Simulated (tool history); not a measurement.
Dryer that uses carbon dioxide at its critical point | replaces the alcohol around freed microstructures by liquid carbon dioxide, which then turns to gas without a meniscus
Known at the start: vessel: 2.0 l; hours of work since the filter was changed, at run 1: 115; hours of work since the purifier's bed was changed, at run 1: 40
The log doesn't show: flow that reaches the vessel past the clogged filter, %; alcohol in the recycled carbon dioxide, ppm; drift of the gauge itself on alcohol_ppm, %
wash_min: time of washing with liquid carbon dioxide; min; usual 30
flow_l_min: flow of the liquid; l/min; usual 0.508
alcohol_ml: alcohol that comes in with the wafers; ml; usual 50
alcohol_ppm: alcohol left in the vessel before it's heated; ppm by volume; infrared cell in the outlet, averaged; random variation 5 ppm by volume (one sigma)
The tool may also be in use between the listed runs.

run,hour,wash_min,flow_l_min,alcohol_ml,hours of work since the filter was changed,hours of work since the purifier's bed was changed,alcohol_ppm
1,0,30,0.508,50,115,40,60
2,7.7,30,0.508,36,118,43,40
3,14.8,30,0.433,36,121,46,95
4,20,28,0.433,36,123,48,112
5,28.3,28,0.433,36,127,52,114
6,37,28,0.75,36,131,56,32
7,44.3,28,0.75,36,134,59,26
8,53.6,28,0.75,36,138,63,35
9,62.8,28,0.75,85,142,67,34
10,68.5,28,0.75,85,144,69,33
11,77.9,28,0.75,85,148,73,33
12,89,18,0.75,85,153,78,160
13,96.8,18,0.672,85,156,81,273
14,103.7,30,0.508,50,159,84,67
15,114.6,32,0.349,87,164,89,422
16,124.7,27,0.514,26,168,93,70
17,133.7,38,0.796,26,172,97,34
18,142,32,0.508,33,175,100,62
19,146.8,28,0.564,112,178,103,97
20,153.5,28,0.564,112,180,105,111
21,164.9,30,0.393,55,185,110,236
22,175.5,30,0.393,55,190,115,239
23,183.4,36,0.646,72,193,118,40
24,193.4,30,0.642,63,197,122,41
25,200.2,44,0.679,50,200,125,35
26,210,45,0.435,74,205,130,54
27,216.5,41,0.772,32,207,132,45

Forecast each of these 5 alternatives for the next run:
A,227,41,0.772,84,212,137,?
B,227,30,0.508,81,212,137,?
C,227,21,0.32,20,212,137,?
D,227,25,0.582,43,212,137,?
E,227,41,0.449,32,212,137,?

run,alcohol_ppm
A,48
B,115
C,656
D,101
E,53
Without the tool's hidden state the same runs would have given:
run,alcohol_ppm
A,9
B,44
C,480
D,39
E,11
